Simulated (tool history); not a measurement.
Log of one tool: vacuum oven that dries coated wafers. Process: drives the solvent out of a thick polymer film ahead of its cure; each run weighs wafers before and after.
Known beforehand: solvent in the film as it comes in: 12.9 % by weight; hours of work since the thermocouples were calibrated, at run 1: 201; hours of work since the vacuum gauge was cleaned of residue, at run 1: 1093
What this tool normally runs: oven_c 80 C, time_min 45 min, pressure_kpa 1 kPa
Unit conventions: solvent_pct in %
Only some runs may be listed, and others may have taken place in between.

run	day	oven_c	time_min	pressure_kpa	hours of work since the thermocouples were calibrated	hours of work since the vacuum gauge was cleaned of residue	solvent_pct
1	0	80	45	1	201	1093	3.16
2	2.9	80	45	1	256	1148	3.13
3	5.112	80	45	1	298	1190	3.16
4	6.858	80	68	1	332	1223	1.94
5	8.938	89	68	1	371	1263	0.95
# day 10.167: vacuum gauge cleaned of residue and calibrated
6	11.762	89	68	1	424	30	0.98
7	15.125	89	68	1	488	94	0.96
8	19.188	75	45	1	566	172	4.22
# day 21.6: vacuum gauge cleaned of residue and calibrated, once more
9	23.308	80	45	1	643	33	3
10	26.742	80	45	1	708	98	2.98
11	28.925	80	45	1	750	140	2.98
12	30.825	80	29	1	786	176	4.52
13	32.558	80	42	1	819	209	3.2
14	34.625	80	45	1	859	248	2.95
15	36.471	80	45	1	894	284	2.98
16	40.317	80	34	1	967	357	3.92
17	43.575	80	45	0.69	1029	419	2.73
18	46.471	69	45	1	1085	474	5.41
19	48.983	69	45	1	1133	522	5.38
20	51.233	69	45	1	1175	565	5.38
21	53.583	80	45	1	1220	610	2.95
22	56.175	80	45	2.4	1270	659	3.91
23	59.138	74	45	3.26	1326	716	6.02
24	62.642	92	45	3.26	1393	783	2.24
25	65.121	92	45	3.26	1440	830	2.24
26	67.925	75	23	3.57	1494	883	7.72
27	70.704	80	69	1	1547	936	1.79
28	74.817	73	44	1.85	1625	1015	5.19
29	78.429	89	60	3.76	1694	1084	2.55
# day 80.4: oven's thermocouples calibrated
30	81.233	89	60	3.76	16	1136	2.71
31	83.162	80	23	0.78	53	1172	5.31
32	85.329	80	30	0.64	94	1214	4.32
# day 89.204: vacuum gauge cleaned of residue and calibrated
33	89.417	83	30	0.64	171	4	3.61
34	92.083	87	45	3.58	222	55	3.29
35	95.112	91	55	1.02	279	113	0.97
36	99	82	25	2.5	353	187	5.45
37	100.875	82	25	2.5	389	223	5.43
38	103.512	82	81	2.5	440	273	2.39
39	105.454	92	30	2.17	477	310	2.61
40	107.438	92	30	2.17	514	348	2.62
41	110.029	80	67	2.17	564	397	2.78
42	111.896	83	29	0.76	599	433	3.77

Alternative continuations, all from the tool just after run 42; predict every row:
A	113.775	79	68	1.53	635	469	?
B	113.775	94	25	3.73	635	469	?
C	113.775	79	22	3.66	635	469	?
D	113.775	87	45	1.82	635	469	?
E	113.775	77	43	3.35	635	469	?

run	solvent_pct
A	2.43
B	3.42
C	7.11
D	2.24
E	5.5
With no hidden state in the tool, these same runs would have given:
run	solvent_pct
A	2.52
B	3.55
C	7.26
D	2.33
E	5.65
